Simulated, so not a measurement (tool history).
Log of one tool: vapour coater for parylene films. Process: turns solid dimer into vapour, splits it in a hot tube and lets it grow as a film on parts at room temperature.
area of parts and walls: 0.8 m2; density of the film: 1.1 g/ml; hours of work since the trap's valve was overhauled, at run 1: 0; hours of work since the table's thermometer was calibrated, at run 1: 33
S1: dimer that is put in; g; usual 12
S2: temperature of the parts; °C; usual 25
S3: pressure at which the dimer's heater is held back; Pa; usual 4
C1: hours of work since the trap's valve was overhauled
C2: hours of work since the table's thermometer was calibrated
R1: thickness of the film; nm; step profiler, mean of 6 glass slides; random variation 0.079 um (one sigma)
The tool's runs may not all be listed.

Run 1, hour 0: usual settings; C1 0; C2 33. Result: R1 9490 nm.
Run 2, hour 35.3: usual settings but S2 32 °C; C1 21; C2 54. Result: R1 7670 nm.
Run 3, hour 77.8: usual settings but S2 32 °C; C1 46; C2 80. Result: R1 7690 nm.
Run 4, hour 122.6: usual settings but S1 17 g; C1 73; C2 106. Result: R1 13200 nm.
Run 5, hour 155.5: usual settings; C1 92; C2 126. Result: R1 9200 nm.
Run 6, hour 236.2: usual settings; C1 140; C2 173. Result: R1 9280 nm.
Run 7, hour 315.7: usual settings; C1 187; C2 221. Result: R1 9090 nm.
Run 8, hour 371.1: usual settings; C1 220; C2 253. Result: R1 9180 nm.
Run 9, hour 408.9: usual settings but S3 7.26 Pa; C1 242; C2 276. Result: R1 8030 nm.
Run 10, hour 446.1: usual settings but S3 7.26 Pa; C1 264; C2 298. Result: R1 7870 nm.
Run 11, hour 487.9: usual settings but S3 6.74 Pa; C1 289; C2 323. Result: R1 7980 nm.
Run 12, hour 546.4: usual settings but S2 24 °C; C1 324; C2 357. Result: R1 9100 nm.
Run 13, hour 589.7: usual settings but S2 24 °C; C1 349; C2 383. Result: R1 9060 nm.
Run 14, hour 660.2: usual settings but S2 24 °C; C1 391; C2 425. Result: R1 9050 nm.
Run 15, hour 714.7: usual settings but S2 24 °C; C1 423; C2 457. Result: R1 8930 nm.
At hour 740.9: trap's valve overhauled.
Run 16, hour 791.2: usual settings; C1 30; C2 500. Result: R1 9480 nm.
Run 17, hour 852.6: usual settings; C1 66; C2 536. Result: R1 9530 nm.
Run 18, hour 916.2: usual settings; C1 104; C2 574. Result: R1 9450 nm.
Run 19, hour 974.7: usual settings; C1 139; C2 609. Result: R1 9300 nm.
Run 20, hour 1029: usual settings but S1 8 g, S3 10.46 Pa; C1 171; C2 641. Result: R1 4980 nm.
Run 21, hour 1079.4: usual settings but S1 8 g, S3 10.46 Pa; C1 201; C2 671. Result: R1 4920 nm.
Run 22, hour 1158.6: usual settings but S1 21 g, S2 28 °C, S3 8.1 Pa; C1 248; C2 718. Result: R1 12370 nm.
Run 23, hour 1209.7: usual settings but S1 11 g, S2 29 °C, S3 5.05 Pa; C1 278; C2 748. Result: R1 7050 nm.
Run 24, hour 1244.4: usual settings but S2 27 °C, S3 2.42 Pa; C1 298; C2 768. Result: R1 9560 nm.
Run 25, hour 1307.1: usual settings but S2 27 °C, S3 2.42 Pa; C1 336; C2 806. Result: R1 9380 nm.
Run 26, hour 1385.5: usual settings but S1 6 g, S2 29 °C; C1 382; C2 852. Result: R1 4040 nm.
At hour 1431.4: table's thermometer calibrated.
Run 27, hour 1446.4: usual settings but S1 6 g, S2 29 °C; C1 417; C2 9. Result: R1 3900 nm.
At hour 1479: trap's valve overhauled.
Run 28, hour 1527.3: usual settings but S1 16 g, S2 29 °C, S3 2.86 Pa; C1 29; C2 54. Result: R1 12090 nm.
Run 29, hour 1593.5: usual settings but S1 16 g, S2 29 °C, S3 2.86 Pa; C1 68; C2 94. Result: R1 12010 nm.
Run 30, hour 1649.1: usual settings but S1 14 g, S2 21 °C; C1 101; C2 127. Result: R1 11960 nm.
Run 31, hour 1728: usual settings but S1 14 g, S2 21 °C; C1 148; C2 173. Result: R1 12220 nm.
Run 32, hour 1803.5: usual settings but S1 14 g, S2 21 °C; C1 192; C2 218. Result: R1 11970 nm.
Run 33, hour 1865.6: usual settings but S3 8.43 Pa; C1 229; C2 255. Result: R1 7560 nm.
Run 34, hour 1946: usual settings but S3 8.43 Pa; C1 277; C2 303. Result: R1 7740 nm.
Run 35, hour 2004.8: usual settings but S1 16 g, S2 28 °C, S3 2.7 Pa; C1 312; C2 337. Result: R1 12150 nm.
Run 36, hour 2056.5: usual settings but S1 16 g, S2 28 °C, S3 2.7 Pa; C1 342; C2 368. Result: R1 12080 nm.
Run 37, hour 2094.5: usual settings but S3 7.38 Pa; C1 365; C2 391. Result: R1 7730 nm.

Forecast each of these 4 alternatives for the next run:
Run A, hour 2141.1: usual settings but S3 3.65 Pa; C1 392; C2 418. Result: R1 ?.
Run B, hour 2141.1: usual settings but S1 8 g, S2 24 °C, S3 4.94 Pa; C1 392; C2 418. Result: R1 ?.
Run C, hour 2141.1: usual settings but S1 21 g, S2 31 °C; C1 392; C2 418. Result: R1 ?.
Run D, hour 2141.1: usual settings but S1 20 g, S2 20 °C, S3 4.66 Pa; C1 392; C2 418. Result: R1 ?.

run     R1
  A   8950
  B   5820
  C  13120
  D  16350
Without the tool's hidden state the same runs would have given:
run     R1
  A   9620
  B   6250
  C  14090
  D  17560

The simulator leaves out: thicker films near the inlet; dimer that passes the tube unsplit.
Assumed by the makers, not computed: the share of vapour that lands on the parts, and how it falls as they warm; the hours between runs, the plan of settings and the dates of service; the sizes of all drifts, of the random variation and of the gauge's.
